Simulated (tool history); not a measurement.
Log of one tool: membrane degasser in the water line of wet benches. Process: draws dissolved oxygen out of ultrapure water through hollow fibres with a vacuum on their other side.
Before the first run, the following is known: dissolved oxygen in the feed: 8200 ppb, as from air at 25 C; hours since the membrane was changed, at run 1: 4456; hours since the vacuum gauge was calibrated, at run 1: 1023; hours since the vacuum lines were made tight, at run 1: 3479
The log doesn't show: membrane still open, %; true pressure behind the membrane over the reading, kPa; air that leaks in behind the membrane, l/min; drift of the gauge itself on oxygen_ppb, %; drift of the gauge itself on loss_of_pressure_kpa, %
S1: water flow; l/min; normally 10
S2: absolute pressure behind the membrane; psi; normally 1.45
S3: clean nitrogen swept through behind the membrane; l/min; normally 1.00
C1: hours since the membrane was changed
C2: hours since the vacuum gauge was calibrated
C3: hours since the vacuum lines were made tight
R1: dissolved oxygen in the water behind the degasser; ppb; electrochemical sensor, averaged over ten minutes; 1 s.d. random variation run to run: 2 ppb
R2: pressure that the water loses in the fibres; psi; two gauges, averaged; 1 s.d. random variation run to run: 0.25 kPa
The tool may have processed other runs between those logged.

run 1 hour=0.0 | S1=10 S2=1.45 S3=1.00 | C1=4456 C2=1023 C3=3479 | R1=199.0 R2=9.426
run 2 hour=152.7 | S1=10 S2=0.88 S3=1.00 | C1=4609 C2=1175 C3=3632 | R1=110.1 R2=9.487
run 3 hour=265.1 | S1=10 S2=1.15 S3=1.00 | C1=4721 C2=1288 C3=3744 | R1=154.0 R2=9.461
run 4 hour=343.7 | S1=8 S2=1.45 S3=1.00 | C1=4800 C2=1366 C3=3823 | R1=141.6 R2=7.552
run 5 hour=461.1 | S1=8 S2=1.45 S3=1.00 | C1=4917 C2=1484 C3=3940 | R1=144.1 R2=7.535
run 6 hour=557.2 | S1=8 S2=1.45 S3=1.00 | C1=5013 C2=1580 C3=4036 | R1=142.2 R2=7.587
run 7 hour=649.9 | S1=10 S2=1.45 S3=1.00 | C1=5106 C2=1673 C3=4129 | R1=202.9 R2=9.448
run 8 hour=726.9 | S1=10 S2=1.45 S3=1.00 | C1=5183 C2=1750 C3=4206 | R1=205.9 R2=9.409
run 9 hour=869.9 | S1=10 S2=1.45 S3=1.00 | C1=5326 C2=1893 C3=4349 | R1=202.7 R2=9.433
run 10 hour=991.5 | S1=10 S2=1.68 S3=1.00 | C1=5447 C2=2014 C3=4471 | R1=233.3 R2=9.411
run 11 hour=1061.6 | S1=8 S2=1.68 S3=1.00 | C1=5517 C2=2084 C3=4541 | R1=172.6 R2=7.596
run 12 hour=1175.6 | S1=8 S2=1.68 S3=1.00 | C1=5631 C2=2198 C3=4655 | R1=174.7 R2=7.455
run 13 hour=1297.3 | S1=10 S2=2.44 S3=0.74 | C1=5753 C2=2320 C3=4776 | R1=446.0 R2=9.377
run 14 hour=1409.7 | S1=10 S2=2.44 S3=0.74 | C1=5866 C2=2432 C3=4889 | R1=444.4 R2=9.393
run 15 hour=1519.4 | S1=7 S2=1.03 S3=0.87 | C1=5975 C2=2542 C3=4998 | R1=82.9 R2=6.637
run 16 hour=1652.7 | S1=13 S2=0.88 S3=1.00 | C1=6109 C2=2675 C3=5132 | R1=207.3 R2=12.180

Results per run with the tool's hidden condition removed, run-to-run variation unchanged:
run=1 R2=9.422
run=2 R2=9.491
run=3 R2=9.472
run=4 R2=7.565
run=5 R2=7.554
run=6 R2=7.610
run=7 R2=9.483
run=8 R2=9.446
run=9 R2=9.480
run=10 R2=9.465
run=11 R2=7.642
run=12 R2=7.506
run=13 R2=9.448
run=14 R2=9.470
run=15 R2=6.696
run=16 R2=12.301
R1 without the hidden state stays within 0.3 ppb of what was measured, in all runs.
